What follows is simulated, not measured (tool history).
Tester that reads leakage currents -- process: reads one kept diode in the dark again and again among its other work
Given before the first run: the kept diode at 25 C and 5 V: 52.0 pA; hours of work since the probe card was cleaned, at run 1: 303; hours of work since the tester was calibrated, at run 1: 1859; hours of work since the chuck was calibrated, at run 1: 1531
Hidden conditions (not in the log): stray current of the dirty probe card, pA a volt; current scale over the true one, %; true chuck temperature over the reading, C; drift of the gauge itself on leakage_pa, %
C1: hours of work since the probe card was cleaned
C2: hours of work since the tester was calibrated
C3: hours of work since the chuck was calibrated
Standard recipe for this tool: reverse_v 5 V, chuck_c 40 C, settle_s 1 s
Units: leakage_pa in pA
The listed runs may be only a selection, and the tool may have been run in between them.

run 1 hour=0 | reverse_v=5 chuck_c=40 settle_s=1 | C1=303 C2=1859 C3=1531 | leakage_pa=171.06
run 2 hour=48.8 | reverse_v=5 chuck_c=40 settle_s=1 | C1=333 C2=1889 C3=1561 | leakage_pa=169.86
run 3 hour=120.4 | reverse_v=5 chuck_c=40 settle_s=1 | C1=377 C2=1934 C3=1606 | leakage_pa=169.76
run 4 hour=167.2 | reverse_v=5 chuck_c=40 settle_s=1 | C1=406 C2=1963 C3=1635 | leakage_pa=169.59
run 5 hour=209.3 | reverse_v=5 chuck_c=40 settle_s=1 | C1=432 C2=1989 C3=1661 | leakage_pa=169.51
run 6 hour=278.5 | reverse_v=5 chuck_c=28 settle_s=1 | C1=475 C2=2032 C3=1704 | leakage_pa=60.21
-- hour=312.1 tester calibrated
run 7 hour=351.8 | reverse_v=5 chuck_c=28 settle_s=1 | C1=520 C2=25 C3=1748 | leakage_pa=60.23
run 8 hour=398 | reverse_v=5 chuck_c=40 settle_s=1 | C1=548 C2=53 C3=1777 | leakage_pa=167.84
run 9 hour=452.1 | reverse_v=5 chuck_c=40 settle_s=1 | C1=582 C2=87 C3=1810 | leakage_pa=168.3
run 10 hour=509.7 | reverse_v=5.89 chuck_c=41 settle_s=1 | C1=618 C2=123 C3=1846 | leakage_pa=197.12
run 11 hour=550.8 | reverse_v=5 chuck_c=36 settle_s=3.89 | C1=643 C2=148 C3=1871 | leakage_pa=119.25
run 12 hour=644.3 | reverse_v=3.21 chuck_c=32 settle_s=1.28 | C1=701 C2=206 C3=1929 | leakage_pa=67.51
run 13 hour=685.3 | reverse_v=3.21 chuck_c=32 settle_s=1.28 | C1=726 C2=232 C3=1955 | leakage_pa=67
run 14 hour=748 | reverse_v=2.22 chuck_c=38 settle_s=3.63 | C1=765 C2=270 C3=1994 | leakage_pa=93.03
run 15 hour=792.8 | reverse_v=2.15 chuck_c=40 settle_s=1.06 | C1=793 C2=298 C3=2021 | leakage_pa=108.32
run 16 hour=867.3 | reverse_v=1.03 chuck_c=20 settle_s=0.44 | C1=839 C2=344 C3=2068 | leakage_pa=13.03
run 17 hour=914 | reverse_v=7.24 chuck_c=40 settle_s=2.73 | C1=868 C2=373 C3=2097 | leakage_pa=197.19
run 18 hour=978.7 | reverse_v=4.34 chuck_c=40 settle_s=1 | C1=908 C2=413 C3=2137 | leakage_pa=152.1

Forecast each of these 4 alternatives for the next run:
run A hour=1069 | reverse_v=5 chuck_c=40 settle_s=1.04 | C1=964 C2=469 C3=2193 | leakage_pa=?
run B hour=1069 | reverse_v=2.23 chuck_c=40 settle_s=1.39 | C1=964 C2=469 C3=2193 | leakage_pa=?
run C hour=1069 | reverse_v=4.16 chuck_c=27 settle_s=1 | C1=964 C2=469 C3=2193 | leakage_pa=?
run D hour=1069 | reverse_v=4.05 chuck_c=59 settle_s=0.45 | C1=964 C2=469 C3=2193 | leakage_pa=?

run=A leakage_pa=163.28
run=B leakage_pa=109.05
run=C leakage_pa=49.29
run=D leakage_pa=663.73
With no hidden state in the tool, these same runs would have given:
run=A leakage_pa=195.97
run=B leakage_pa=131.79
run=C leakage_pa=58.01
run=D leakage_pa=791.79
